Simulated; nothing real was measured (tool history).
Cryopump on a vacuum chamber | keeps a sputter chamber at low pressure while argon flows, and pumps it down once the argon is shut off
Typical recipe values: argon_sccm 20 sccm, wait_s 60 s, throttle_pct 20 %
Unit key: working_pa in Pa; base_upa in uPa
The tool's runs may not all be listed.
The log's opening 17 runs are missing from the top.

run 18 day=33.129 | argon_sccm=15 wait_s=60 throttle_pct=20 | working_pa=0.0755 base_upa=1.65
run 19 day=35.067 | argon_sccm=15 wait_s=60 throttle_pct=20 | working_pa=0.0751 base_upa=1.68
run 20 day=36.267 | argon_sccm=15 wait_s=60 throttle_pct=20 | working_pa=0.0758 base_upa=1.66
run 21 day=37.554 | argon_sccm=15 wait_s=60 throttle_pct=20 | working_pa=0.0754 base_upa=1.63
run 22 day=39.996 | argon_sccm=15 wait_s=60 throttle_pct=20 | working_pa=0.0763 base_upa=1.74
run 23 day=42.229 | argon_sccm=15 wait_s=60 throttle_pct=20 | working_pa=0.0765 base_upa=1.7
run 24 day=44.117 | argon_sccm=20 wait_s=252 throttle_pct=18 | working_pa=0.1134 base_upa=0.79
run 25 day=45.688 | argon_sccm=20 wait_s=252 throttle_pct=18 | working_pa=0.1157 base_upa=0.73
run 26 day=47.738 | argon_sccm=20 wait_s=252 throttle_pct=18 | working_pa=0.1153 base_upa=0.79
run 27 day=49.358 | argon_sccm=18 wait_s=25 throttle_pct=47 | working_pa=0.0415 base_upa=3.82
run 28 day=50.671 | argon_sccm=21 wait_s=60 throttle_pct=21 | working_pa=0.1059 base_upa=1.88
run 29 day=52.988 | argon_sccm=21 wait_s=60 throttle_pct=21 | working_pa=0.1063 base_upa=1.88
run 30 day=54.854 | argon_sccm=9 wait_s=200 throttle_pct=23 | working_pa=0.0414 base_upa=0.97
run 31 day=57.092 | argon_sccm=17 wait_s=25 throttle_pct=20 | working_pa=0.0906 base_upa=3.88
run 32 day=58.962 | argon_sccm=20 wait_s=156 throttle_pct=39 | working_pa=0.0589 base_upa=1.16
run 33 day=61.238 | argon_sccm=20 wait_s=156 throttle_pct=38 | working_pa=0.0623 base_upa=1.18
-- day=62.704 pump warmed up, emptied and cooled again
run 34 day=62.871 | argon_sccm=9 wait_s=23 throttle_pct=23 | working_pa=0.0392 base_upa=3.97

3 options for the next run, each taken on its own from the tool as it stands now. Forecast them:
run A day=64.333 | argon_sccm=29 wait_s=53 throttle_pct=20 | working_pa=? base_upa=?
run B day=64.333 | argon_sccm=20 wait_s=60 throttle_pct=21 | working_pa=? base_upa=?
run C day=64.333 | argon_sccm=8 wait_s=60 throttle_pct=24 | working_pa=? base_upa=?

run=A working_pa=0.146 base_upa=2.05
run=B working_pa=0.097 base_upa=1.81
run=C working_pa=0.0333 base_upa=1.87
What these runs would have given with no unlogged condition in the tool:
run=A working_pa=0.1449 base_upa=1.73
run=B working_pa=0.0962 base_upa=1.49
run=C working_pa=0.033 base_upa=1.55

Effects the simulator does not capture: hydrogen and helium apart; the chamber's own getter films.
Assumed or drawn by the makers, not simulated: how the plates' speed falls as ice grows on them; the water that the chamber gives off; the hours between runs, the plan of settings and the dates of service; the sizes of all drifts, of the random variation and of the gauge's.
